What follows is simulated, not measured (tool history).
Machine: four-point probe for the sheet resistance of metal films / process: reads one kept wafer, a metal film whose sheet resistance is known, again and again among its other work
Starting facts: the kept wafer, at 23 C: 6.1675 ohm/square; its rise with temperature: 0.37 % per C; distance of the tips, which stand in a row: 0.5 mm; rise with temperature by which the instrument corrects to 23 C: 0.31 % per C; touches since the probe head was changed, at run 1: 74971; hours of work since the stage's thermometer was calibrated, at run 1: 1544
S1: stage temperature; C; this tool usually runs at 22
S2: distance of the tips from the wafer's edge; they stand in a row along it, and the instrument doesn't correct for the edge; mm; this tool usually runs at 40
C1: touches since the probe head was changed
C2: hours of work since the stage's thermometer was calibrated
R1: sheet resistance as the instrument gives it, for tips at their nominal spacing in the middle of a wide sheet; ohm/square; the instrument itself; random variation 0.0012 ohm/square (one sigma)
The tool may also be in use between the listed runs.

{"run": 1, "hour": 0.0, "S1": 22, "S2": 40, "C1": 74971, "C2": 1544, "R1": 6.180709}
{"run": 2, "hour": 31.8, "S1": 22, "S2": 57, "C1": 76335, "C2": 1568, "R1": 6.178556}
{"run": 3, "hour": 98.2, "S1": 29, "S2": 57, "C1": 79179, "C2": 1617, "R1": 6.201782}
{"run": 4, "hour": 135.0, "S1": 29, "S2": 57, "C1": 80753, "C2": 1644, "R1": 6.201653}
{"run": 5, "hour": 191.3, "S1": 29, "S2": 57, "C1": 83166, "C2": 1686, "R1": 6.204856}
{"run": 6, "hour": 251.1, "S1": 29, "S2": 57, "C1": 85728, "C2": 1730, "R1": 6.20347}
{"run": 7, "hour": 325.1, "S1": 29, "S2": 57, "C1": 88901, "C2": 1785, "R1": 6.203253}
{"run": 8, "hour": 374.2, "S1": 22, "S2": 40, "C1": 91005, "C2": 1822, "R1": 6.185078}
{"run": 9, "hour": 439.9, "S1": 22, "S2": 40, "C1": 93819, "C2": 1871, "R1": 6.183451}
{"run": 10, "hour": 515.0, "S1": 22, "S2": 40, "C1": 97034, "C2": 1926, "R1": 6.18492}
{"run": 11, "hour": 578.4, "S1": 22, "S2": 53, "C1": 99750, "C2": 1973, "R1": 6.185345}
{"hour": 586.2, "done": "stage's thermometer calibrated"}
{"run": 12, "hour": 641.0, "S1": 22, "S2": 40, "C1": 102414, "C2": 41, "R1": 6.199953}
{"run": 13, "hour": 712.4, "S1": 22, "S2": 40, "C1": 105472, "C2": 94, "R1": 6.202489}
{"run": 14, "hour": 771.0, "S1": 22, "S2": 40, "C1": 107982, "C2": 137, "R1": 6.20277}
{"run": 15, "hour": 816.3, "S1": 24, "S2": 40, "C1": 109921, "C2": 171, "R1": 6.211981}
{"run": 16, "hour": 879.4, "S1": 24, "S2": 40, "C1": 112627, "C2": 218, "R1": 6.209276}
{"run": 17, "hour": 921.1, "S1": 24, "S2": 40, "C1": 114413, "C2": 249, "R1": 6.212888}
{"run": 18, "hour": 986.6, "S1": 22, "S2": 52, "C1": 117219, "C2": 297, "R1": 6.203532}
{"run": 19, "hour": 1060.6, "S1": 22, "S2": 40, "C1": 120388, "C2": 352, "R1": 6.205685}
{"run": 20, "hour": 1130.4, "S1": 26, "S2": 39, "C1": 123382, "C2": 404, "R1": 6.218104}
{"run": 21, "hour": 1176.2, "S1": 26, "S2": 39, "C1": 125342, "C2": 438, "R1": 6.219691}
{"run": 22, "hour": 1224.1, "S1": 24, "S2": 4, "C1": 127397, "C2": 473, "R1": 6.263787}
{"run": 23, "hour": 1258.1, "S1": 22, "S2": 36, "C1": 128852, "C2": 499, "R1": 6.207873}
{"run": 24, "hour": 1298.0, "S1": 22, "S2": 36, "C1": 130561, "C2": 528, "R1": 6.210413}
{"run": 25, "hour": 1348.4, "S1": 28, "S2": 6, "C1": 132722, "C2": 566, "R1": 6.25224}
{"run": 26, "hour": 1392.6, "S1": 33, "S2": 40, "C1": 134615, "C2": 598, "R1": 6.243568}
{"run": 27, "hour": 1426.3, "S1": 35, "S2": 15, "C1": 136059, "C2": 623, "R1": 6.253307}
{"run": 28, "hour": 1481.6, "S1": 19, "S2": 4, "C1": 138427, "C2": 664, "R1": 6.250547}
{"run": 29, "hour": 1553.7, "S1": 32, "S2": 4, "C1": 141515, "C2": 718, "R1": 6.293264}
{"run": 30, "hour": 1630.5, "S1": 32, "S2": 4, "C1": 144808, "C2": 775, "R1": 6.295127}
{"run": 31, "hour": 1705.6, "S1": 28, "S2": 5, "C1": 148025, "C2": 831, "R1": 6.263492}
{"run": 32, "hour": 1737.6, "S1": 28, "S2": 5, "C1": 149393, "C2": 854, "R1": 6.266788}
{"run": 33, "hour": 1778.9, "S1": 25, "S2": 10, "C1": 151164, "C2": 885, "R1": 6.228557}
{"run": 34, "hour": 1818.5, "S1": 25, "S2": 10, "C1": 152859, "C2": 914, "R1": 6.230846}
{"run": 35, "hour": 1893.5, "S1": 25, "S2": 10, "C1": 156074, "C2": 970, "R1": 6.23348}
{"run": 36, "hour": 1972.2, "S1": 25, "S2": 10, "C1": 159448, "C2": 1028, "R1": 6.231465}
{"run": 37, "hour": 2029.9, "S1": 25, "S2": 10, "C1": 161918, "C2": 1071, "R1": 6.234684}
{"run": 38, "hour": 2093.2, "S1": 25, "S2": 10, "C1": 164629, "C2": 1118, "R1": 6.236034}

Predict each of these 5 candidate next runs independently; none follows another, all start after run 38:
{"run": "A", "hour": 2153.5, "S1": 25, "S2": 24, "C1": 167213, "C2": 1163, "R1": "?"}
{"run": "B", "hour": 2153.5, "S1": 32, "S2": 9, "C1": 167213, "C2": 1163, "R1": "?"}
{"run": "C", "hour": 2153.5, "S1": 27, "S2": 5, "C1": 167213, "C2": 1163, "R1": "?"}
{"run": "D", "hour": 2153.5, "S1": 19, "S2": 40, "C1": 167213, "C2": 1163, "R1": "?"}
{"run": "E", "hour": 2153.5, "S1": 18, "S2": 51, "C1": 167213, "C2": 1163, "R1": "?"}

run=A R1=6.227093
run=B R1=6.258968
run=C R1=6.264276
run=D R1=6.206081
run=E R1=6.204268
With no hidden state in the tool, these same runs would have given:
run=A R1=6.174580
run=B R1=6.205944
run=C R1=6.211402
run=D R1=6.153965
run=E R1=6.152205
